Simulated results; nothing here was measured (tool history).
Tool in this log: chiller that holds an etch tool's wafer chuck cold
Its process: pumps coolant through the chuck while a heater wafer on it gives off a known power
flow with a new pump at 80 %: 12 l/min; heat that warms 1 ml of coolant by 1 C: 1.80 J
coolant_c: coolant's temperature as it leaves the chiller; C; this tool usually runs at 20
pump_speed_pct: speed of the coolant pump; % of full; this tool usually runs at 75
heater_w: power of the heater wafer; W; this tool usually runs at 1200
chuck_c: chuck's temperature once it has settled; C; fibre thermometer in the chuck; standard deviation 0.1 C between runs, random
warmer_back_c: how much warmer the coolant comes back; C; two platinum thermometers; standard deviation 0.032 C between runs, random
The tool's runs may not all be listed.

run     day  coolant_c  pump_speed_pct  heater_w  chuck_c  warmer_back_c
  1   0.000         20              75      1200     33.2           3.68
  2   2.162         20              75      1200     33.2           3.74
  3   4.212         20              75      1200     33.1           3.71
  4   6.642         20              75      1200     33.2           3.79
  5   8.600         20              75      1200     33.0           3.73
  6  11.338         29              75      1200     42.3           3.69
  7  13.792         29              75      1200     42.2           3.70
  8  16.333         29              75      1200     42.5           3.65
  9  18.533         29              75      1200     42.1           3.75
 10  20.888         29              82      1473     44.3           4.14

Predict the results of run 11:
     22.492  -- coolant changed, channels flushed
 11  24.108         26              79       719        ?              ?

chuck_c: 32.9 C
warmer_back_c: 2.15 C
On a tool with no hidden condition, and with the same random variation, this run would have come out at chuck_c 32.9 C, warmer_back_c 2.08 C.

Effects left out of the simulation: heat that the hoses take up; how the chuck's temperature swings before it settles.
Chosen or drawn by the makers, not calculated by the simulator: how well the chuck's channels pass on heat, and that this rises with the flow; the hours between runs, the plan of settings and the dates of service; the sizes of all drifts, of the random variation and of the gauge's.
